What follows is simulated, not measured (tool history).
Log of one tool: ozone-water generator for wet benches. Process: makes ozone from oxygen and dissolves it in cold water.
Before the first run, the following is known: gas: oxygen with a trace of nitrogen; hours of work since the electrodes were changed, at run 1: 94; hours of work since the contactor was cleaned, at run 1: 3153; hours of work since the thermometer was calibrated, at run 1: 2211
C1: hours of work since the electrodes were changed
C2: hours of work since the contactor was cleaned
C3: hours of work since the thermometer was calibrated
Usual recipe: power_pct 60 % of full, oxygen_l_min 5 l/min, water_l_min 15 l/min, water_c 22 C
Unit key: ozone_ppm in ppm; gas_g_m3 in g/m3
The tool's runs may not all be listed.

Run 1, hour 0: usual settings; C1 94; C2 3153; C3 2211. Result: ozone_ppm 19.7 ppm, gas_g_m3 226 g/m3.
Run 2, hour 78.6: usual settings; C1 154; C2 3213; C3 2271. Result: ozone_ppm 19.9 ppm, gas_g_m3 226.1 g/m3.
Run 3, hour 134.8: usual settings; C1 198; C2 3257; C3 2314. Result: ozone_ppm 19.7 ppm, gas_g_m3 225.1 g/m3.
Run 4, hour 178.1: usual settings but water_c 25 C; C1 231; C2 3290; C3 2348. Result: ozone_ppm 18.5 ppm, gas_g_m3 225.6 g/m3.
Run 5, hour 236.2: usual settings but water_c 25 C; C1 276; C2 3335; C3 2393. Result: ozone_ppm 18.6 ppm, gas_g_m3 227.4 g/m3.
Run 6, hour 283.9: usual settings but water_c 25 C; C1 313; C2 3371; C3 2429. Result: ozone_ppm 18.8 ppm, gas_g_m3 223.4 g/m3.
At hour 351.2: contactor cleaned.
Run 7, hour 355.7: usual settings but water_c 25 C; C1 365; C2 3; C3 2482. Result: ozone_ppm 20 ppm, gas_g_m3 224.3 g/m3.
Run 8, hour 418.3: usual settings but water_c 25 C; C1 413; C2 52; C3 2530. Result: ozone_ppm 20 ppm, gas_g_m3 225.2 g/m3.
Run 9, hour 486.2: usual settings but water_c 25 C; C1 465; C2 104; C3 2582. Result: ozone_ppm 20.2 ppm, gas_g_m3 224.3 g/m3.
Run 10, hour 539.3: usual settings but power_pct 41 % of full; C1 506; C2 145; C3 2623. Result: ozone_ppm 15.8 ppm, gas_g_m3 166.4 g/m3.
Run 11, hour 576.8: usual settings but power_pct 41 % of full; C1 535; C2 174; C3 2652. Result: ozone_ppm 15.9 ppm, gas_g_m3 167.7 g/m3.
Run 12, hour 625.6: usual settings but power_pct 41 % of full; C1 573; C2 211; C3 2690. Result: ozone_ppm 15.6 ppm, gas_g_m3 168.9 g/m3.
Run 13, hour 682.1: usual settings but oxygen_l_min 2.63 l/min, water_c 30 C; C1 616; C2 255; C3 2733. Result: ozone_ppm 20.7 ppm, gas_g_m3 342.9 g/m3.
Run 14, hour 763: usual settings but oxygen_l_min 2.63 l/min, water_c 30 C; C1 679; C2 317; C3 2796. Result: ozone_ppm 20.6 ppm, gas_g_m3 340.2 g/m3.
Run 15, hour 822: usual settings but power_pct 51 % of full, oxygen_l_min 8.8 l/min, water_l_min 10 l/min, water_c 17 C; C1 724; C2 363; C3 2841. Result: ozone_ppm 21.8 ppm, gas_g_m3 135.2 g/m3.
Run 16, hour 886.1: usual settings but power_pct 51 % of full, oxygen_l_min 7.92 l/min, water_l_min 10 l/min, water_c 17 C; C1 774; C2 412; C3 2890. Result: ozone_ppm 22.8 ppm, gas_g_m3 145.1 g/m3.
Run 17, hour 960.2: usual settings but power_pct 68 % of full, water_l_min 12 l/min; C1 831; C2 469; C3 2947. Result: ozone_ppm 26.3 ppm, gas_g_m3 243.5 g/m3.
Run 18, hour 1014.6: usual settings but power_pct 48 % of full, oxygen_l_min 3.69 l/min, water_c 14 C; C1 873; C2 511; C3 2989. Result: ozone_ppm 20.5 ppm, gas_g_m3 228.1 g/m3.
Run 19, hour 1086.6: usual settings but power_pct 48 % of full, oxygen_l_min 3.69 l/min, water_c 14 C; C1 928; C2 567; C3 3045. Result: ozone_ppm 20.4 ppm, gas_g_m3 228.6 g/m3.
Run 20, hour 1139.3: usual settings but power_pct 48 % of full, oxygen_l_min 3.69 l/min, water_c 14 C; C1 969; C2 607; C3 3085. Result: ozone_ppm 20.6 ppm, gas_g_m3 228.9 g/m3.
Run 21, hour 1207.9: usual settings but power_pct 62 % of full, oxygen_l_min 2.51 l/min, water_l_min 17 l/min, water_c 15 C; C1 1022; C2 660; C3 3138. Result: ozone_ppm 22 ppm, gas_g_m3 355.3 g/m3.
Run 22, hour 1245.7: usual settings but power_pct 57 % of full, oxygen_l_min 3.22 l/min, water_l_min 16 l/min, water_c 27 C; C1 1051; C2 689; C3 3168. Result: ozone_ppm 18.6 ppm, gas_g_m3 285.7 g/m3.

Estimate the outcome of run 23 from the log above:
Run 23, hour 1292.1: usual settings but power_pct 52 % of full, water_c 17 C; C1 1087; C2 725; C3 3203. Result: ozone_ppm ?, gas_g_m3 ?.

For run 23 the tool returned ozone_ppm 19.9 ppm, gas_g_m3 197.5 g/m3.
If the tool had no hidden condition, the same run with the same run-to-run variation would have returned ozone_ppm 20.7 ppm, gas_g_m3 201.8 g/m3.
